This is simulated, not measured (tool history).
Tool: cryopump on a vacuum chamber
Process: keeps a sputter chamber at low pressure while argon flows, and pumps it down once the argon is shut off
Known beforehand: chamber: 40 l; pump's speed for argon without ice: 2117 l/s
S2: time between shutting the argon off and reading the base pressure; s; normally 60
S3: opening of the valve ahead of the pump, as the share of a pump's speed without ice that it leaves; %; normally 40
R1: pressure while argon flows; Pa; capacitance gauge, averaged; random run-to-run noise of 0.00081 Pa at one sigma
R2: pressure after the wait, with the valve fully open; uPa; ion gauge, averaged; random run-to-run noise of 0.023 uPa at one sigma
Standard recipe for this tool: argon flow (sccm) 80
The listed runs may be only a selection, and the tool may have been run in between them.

{"run": 1, "hour": 0.0, "argon flow (sccm)": 80, "S2": 60, "S3": 40, "R1": 0.1711, "R2": 2.21}
{"run": 2, "hour": 44.3, "argon flow (sccm)": 80, "S2": 60, "S3": 40, "R1": 0.1714, "R2": 2.23}
{"run": 3, "hour": 112.5, "argon flow (sccm)": 80, "S2": 25, "S3": 40, "R1": 0.1745, "R2": 3.12}
{"hour": 144.6, "done": "pump warmed up, emptied and cooled again"}
{"hour": 186.9, "done": "leaking fittings of the chamber tightened, without venting"}
{"run": 4, "hour": 219.9, "argon flow (sccm)": 80, "S2": 60, "S3": 40, "R1": 0.1614, "R2": 0.75}
{"run": 5, "hour": 306.1, "argon flow (sccm)": 80, "S2": 60, "S3": 22, "R1": 0.2913, "R2": 0.79}
{"run": 6, "hour": 361.1, "argon flow (sccm)": 80, "S2": 60, "S3": 22, "R1": 0.2913, "R2": 0.76}
{"run": 7, "hour": 428.3, "argon flow (sccm)": 80, "S2": 60, "S3": 22, "R1": 0.2948, "R2": 0.81}
{"run": 8, "hour": 500.8, "argon flow (sccm)": 80, "S2": 60, "S3": 22, "R1": 0.296, "R2": 0.77}
{"run": 9, "hour": 578.8, "argon flow (sccm)": 80, "S2": 60, "S3": 22, "R1": 0.2947, "R2": 0.83}
{"run": 10, "hour": 658.6, "argon flow (sccm)": 80, "S2": 60, "S3": 54, "R1": 0.1247, "R2": 0.94}
{"run": 11, "hour": 710.1, "argon flow (sccm)": 80, "S2": 60, "S3": 54, "R1": 0.1238, "R2": 0.88}
{"run": 12, "hour": 800.5, "argon flow (sccm)": 80, "S2": 60, "S3": 54, "R1": 0.1232, "R2": 0.94}
{"run": 13, "hour": 892.9, "argon flow (sccm)": 76, "S2": 60, "S3": 19, "R1": 0.328, "R2": 0.94}
{"run": 14, "hour": 943.9, "argon flow (sccm)": 52, "S2": 60, "S3": 40, "R1": 0.1082, "R2": 0.95}
{"run": 15, "hour": 1038.8, "argon flow (sccm)": 50, "S2": 29, "S3": 29, "R1": 0.1432, "R2": 1.61}
{"run": 16, "hour": 1122.4, "argon flow (sccm)": 38, "S2": 68, "S3": 17, "R1": 0.183, "R2": 0.97}
{"run": 17, "hour": 1186.9, "argon flow (sccm)": 38, "S2": 68, "S3": 17, "R1": 0.1846, "R2": 0.95}
{"run": 18, "hour": 1245.1, "argon flow (sccm)": 154, "S2": 85, "S3": 26, "R1": 0.4956, "R2": 0.92}
{"run": 19, "hour": 1323.8, "argon flow (sccm)": 38, "S2": 60, "S3": 35, "R1": 0.0913, "R2": 1.11}
{"run": 20, "hour": 1383.0, "argon flow (sccm)": 38, "S2": 60, "S3": 35, "R1": 0.0924, "R2": 1.1}

Here are 3 independent what-if runs from the current tool condition. What would each one return?
{"run": "A", "hour": 1431.4, "argon flow (sccm)": 106, "S2": 60, "S3": 54, "R1": "?", "R2": "?"}
{"run": "B", "hour": 1431.4, "argon flow (sccm)": 101, "S2": 60, "S3": 24, "R1": "?", "R2": "?"}
{"run": "C", "hour": 1431.4, "argon flow (sccm)": 70, "S2": 249, "S3": 23, "R1": "?", "R2": "?"}

run=A R1=0.1739 R2=1.13
run=B R1=0.3512 R2=1.16
run=C R1=0.2552 R2=0.75
Stripped of hidden state, with their random variation kept, the same runs would have yielded:
run=A R1=0.1568 R2=0.68
run=B R1=0.3350 R2=0.70
run=C R1=0.2438 R2=0.30
